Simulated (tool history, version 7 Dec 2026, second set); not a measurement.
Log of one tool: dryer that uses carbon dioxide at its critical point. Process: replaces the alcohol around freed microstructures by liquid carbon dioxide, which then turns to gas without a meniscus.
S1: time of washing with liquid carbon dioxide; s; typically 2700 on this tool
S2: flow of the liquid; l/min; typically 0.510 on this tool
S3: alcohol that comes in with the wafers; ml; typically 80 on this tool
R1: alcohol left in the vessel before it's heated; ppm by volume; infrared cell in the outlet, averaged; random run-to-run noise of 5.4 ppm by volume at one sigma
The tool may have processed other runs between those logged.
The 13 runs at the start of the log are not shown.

{"run": 14, "hour": 341.2, "S1": 2040, "S2": 0.51, "S3": 80, "R1": 557}
{"run": 15, "hour": 356.2, "S1": 1740, "S2": 0.51, "S3": 80, "R1": 966}
{"run": 16, "hour": 373.9, "S1": 1740, "S2": 0.51, "S3": 80, "R1": 977}
{"run": 17, "hour": 407.8, "S1": 1740, "S2": 0.51, "S3": 80, "R1": 973}
{"run": 18, "hour": 434.9, "S1": 1740, "S2": 0.51, "S3": 80, "R1": 987}
{"run": 19, "hour": 454.5, "S1": 1740, "S2": 0.51, "S3": 80, "R1": 989}
{"run": 20, "hour": 485.9, "S1": 2700, "S2": 0.803, "S3": 80, "R1": 103}
{"run": 21, "hour": 512.6, "S1": 2100, "S2": 0.51, "S3": 80, "R1": 582}
{"run": 22, "hour": 538.1, "S1": 2100, "S2": 0.51, "S3": 80, "R1": 595}
{"run": 23, "hour": 552.9, "S1": 2100, "S2": 0.51, "S3": 112, "R1": 768}
{"run": 24, "hour": 571.6, "S1": 2700, "S2": 0.51, "S3": 23, "R1": 152}
{"run": 25, "hour": 596.9, "S1": 3840, "S2": 0.51, "S3": 23, "R1": 119}
{"run": 26, "hour": 617.0, "S1": 2400, "S2": 0.824, "S3": 40, "R1": 112}
{"run": 27, "hour": 642.8, "S1": 2700, "S2": 0.51, "S3": 46, "R1": 217}
{"run": 28, "hour": 658.0, "S1": 2700, "S2": 0.51, "S3": 46, "R1": 221}
{"run": 29, "hour": 677.8, "S1": 3360, "S2": 0.435, "S3": 98, "R1": 275}
{"run": 30, "hour": 705.5, "S1": 2160, "S2": 0.51, "S3": 58, "R1": 453}

Expected results for the next run?
{"run": 31, "hour": 738.9, "S1": 3540, "S2": 0.51, "S3": 32, "R1": "?"}

{"run 31": {"R1": 128}}
On a tool with no hidden condition, and with the same random variation, this run would have come out at R1 15 ppm by volume.
